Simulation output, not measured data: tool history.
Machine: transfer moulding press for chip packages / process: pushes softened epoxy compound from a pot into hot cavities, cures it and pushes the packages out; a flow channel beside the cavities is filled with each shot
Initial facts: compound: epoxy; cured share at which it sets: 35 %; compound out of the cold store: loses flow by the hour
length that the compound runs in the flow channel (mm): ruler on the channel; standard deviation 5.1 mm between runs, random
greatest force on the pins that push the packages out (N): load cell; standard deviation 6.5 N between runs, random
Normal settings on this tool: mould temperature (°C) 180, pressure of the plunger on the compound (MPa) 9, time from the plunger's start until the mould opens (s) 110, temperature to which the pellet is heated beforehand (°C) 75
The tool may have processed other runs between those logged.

| run | hour | mould temperature (°C) | pressure of the plunger on the compound (MPa) | time from the plunger's start until the mould opens (s) | temperature to which the pellet is heated beforehand (°C) | incoming compound's hours out of the cold store | length that the compound runs in the flow channel (mm) | greatest force on the pins that push the packages out (N) |
|---|---|---|---|---|---|---|---|---|
| 1 | 0 | 180 | 9 | 110 | 75 | 33.4 | 518 | 258 |
|  | 6.5 | cavities cleaned with cleaning compound and waxed |
| 2 | 41.6 | 180 | 9 | 110 | 75 | 21.5 | 530 | 256 |
| 3 | 76.9 | 180 | 9 | 95 | 75 | 15.6 | 542 | 339 |
| 4 | 97 | 180 | 9 | 110 | 75 | 30.5 | 511 | 267 |
|  | 111.8 | cavities cleaned with cleaning compound and waxed |
| 5 | 127 | 175 | 9 | 110 | 75 | 47.9 | 505 | 346 |
| 6 | 167.9 | 175 | 9 | 110 | 75 | 21.2 | 534 | 375 |
| 7 | 185.6 | 175 | 9 | 110 | 75 | 9.2 | 558 | 386 |
| 8 | 205.7 | 175 | 9 | 110 | 75 | 13.1 | 561 | 382 |
|  | 215.4 | cavities cleaned with cleaning compound and waxed |
| 9 | 236.4 | 175 | 9 | 110 | 75 | 40.3 | 512 | 353 |
| 10 | 254.6 | 180 | 9 | 110 | 75 | 37.8 | 508 | 257 |
| 11 | 272.5 | 180 | 9 | 99 | 75 | 38.6 | 502 | 300 |
|  | 283 | plunger's sealing rings changed |
| 12 | 310.1 | 180 | 9 | 106 | 78 | 13.4 | 548 | 277 |
|  | 314.1 | mould's thermocouples calibrated |
|  | 324.8 | cavities cleaned with cleaning compound and waxed |
| 13 | 346 | 180 | 9 | 92 | 78 | 46 | 492 | 365 |
| 14 | 375.3 | 180 | 10.76 | 142 | 78 | 16.4 | 593 | 204 |
| 15 | 415.2 | 180 | 10.76 | 142 | 78 | 31 | 564 | 211 |
|  | 427.5 | cavities cleaned with cleaning compound and waxed |
| 16 | 438.7 | 181 | 9 | 110 | 67 | 10.5 | 547 | 254 |
| 17 | 458.3 | 175 | 9 | 106 | 81 | 39.1 | 507 | 392 |
| 18 | 476.6 | 179 | 9 | 110 | 75 | 24.9 | 538 | 267 |
| 19 | 515.9 | 179 | 9 | 110 | 75 | 15.3 | 536 | 286 |

Predict each of these 5 candidate next runs independently; none follows another, all start after run 19:
|  | 529.6 | cavities cleaned with cleaning compound and waxed |
| A | 555.1 | 184 | 9 | 143 | 68 | 24.6 | ? | ? |
|  | 529.6 | cavities cleaned with cleaning compound and waxed |
| B | 555.1 | 178 | 9 | 110 | 75 | 19.6 | ? | ? |
|  | 529.6 | cavities cleaned with cleaning compound and waxed |
| C | 555.1 | 180 | 8.43 | 111 | 75 | 42 | ? | ? |
|  | 529.6 | cavities cleaned with cleaning compound and waxed |
| D | 555.1 | 179 | 9.21 | 134 | 73 | 28.8 | ? | ? |
|  | 529.6 | cavities cleaned with cleaning compound and waxed |
| E | 555.1 | 180 | 9 | 116 | 67 | 10.5 | ? | ? |

| run | length that the compound runs in the flow channel (mm) | greatest force on the pins that push the packages out (N) |
|---|---|---|
| A | 523 | 201 |
| B | 535 | 293 |
| C | 488 | 246 |
| D | 529 | 224 |
| E | 550 | 250 |
Had the tool no hidden state, the same runs would have come out as:
| run | length that the compound runs in the flow channel (mm) | greatest force on the pins that push the packages out (N) |
|---|---|---|
| A | 524 | 200 |
| B | 536 | 290 |
| C | 488 | 244 |
| D | 529 | 223 |
| E | 550 | 248 |

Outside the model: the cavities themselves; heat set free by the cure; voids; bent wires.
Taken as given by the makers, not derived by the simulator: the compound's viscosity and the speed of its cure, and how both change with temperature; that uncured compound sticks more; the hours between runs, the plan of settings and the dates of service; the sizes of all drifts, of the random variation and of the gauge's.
